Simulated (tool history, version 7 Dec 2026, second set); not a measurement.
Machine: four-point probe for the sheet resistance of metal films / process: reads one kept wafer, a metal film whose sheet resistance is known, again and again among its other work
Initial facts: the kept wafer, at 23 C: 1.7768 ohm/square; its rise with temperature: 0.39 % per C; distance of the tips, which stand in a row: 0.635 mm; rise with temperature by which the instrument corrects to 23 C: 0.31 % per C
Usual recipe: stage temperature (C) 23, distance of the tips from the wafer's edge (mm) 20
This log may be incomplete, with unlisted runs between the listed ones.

run	hour	stage temperature (C)	distance of the tips from the wafer's edge (mm)	sheet resistance as the instrument gives it (ohm/square)
1	0	23	20	1.768454
2	57	23	25	1.76881
3	97.9	23	20	1.769031
4	128.7	23	20	1.769124
5	166.1	23	40	1.76822
# hour 175.4: stage's thermometer calibrated
6	192.8	23	20	1.773572
7	235.8	23	20	1.772507
8	281.8	21	20	1.770604
9	342.2	21	20	1.771485
10	372.3	21	20	1.76986
11	401.4	32	20	1.78582
12	442.9	32	20	1.786593
13	487	32	20	1.786043
14	547.2	32	20	1.786377
15	578.7	32	20	1.786222
16	619.7	35	41	1.789218
17	668.7	35	41	1.788923
18	702.8	23	53	1.772645
19	755.6	23	8	1.778941
20	784.7	26	7	1.784735
21	836.3	26	7	1.784619
22	861.5	26	7	1.785503
23	893.1	34	4	1.812538
24	924.8	34	4	1.811759
25	963.6	34	4	1.812583
26	997.5	27	42	1.778835
27	1030.9	23	49	1.773477

Branching from run 27: 4 alternative next runs. What would each branch give?
A	1063.4	22	20	?
B	1063.4	23	37	?
C	1063.4	23	52	?
D	1063.4	20	50	?

run	sheet resistance as the instrument gives it (ohm/square)
A	1.772393
B	1.772822
C	1.772388
D	1.769235
The same runs, with their run-to-run variation unchanged, on a tool lacking any hidden condition would have given:
run	sheet resistance as the instrument gives it (ohm/square)
A	1.776171
B	1.776599
C	1.776164
D	1.773012
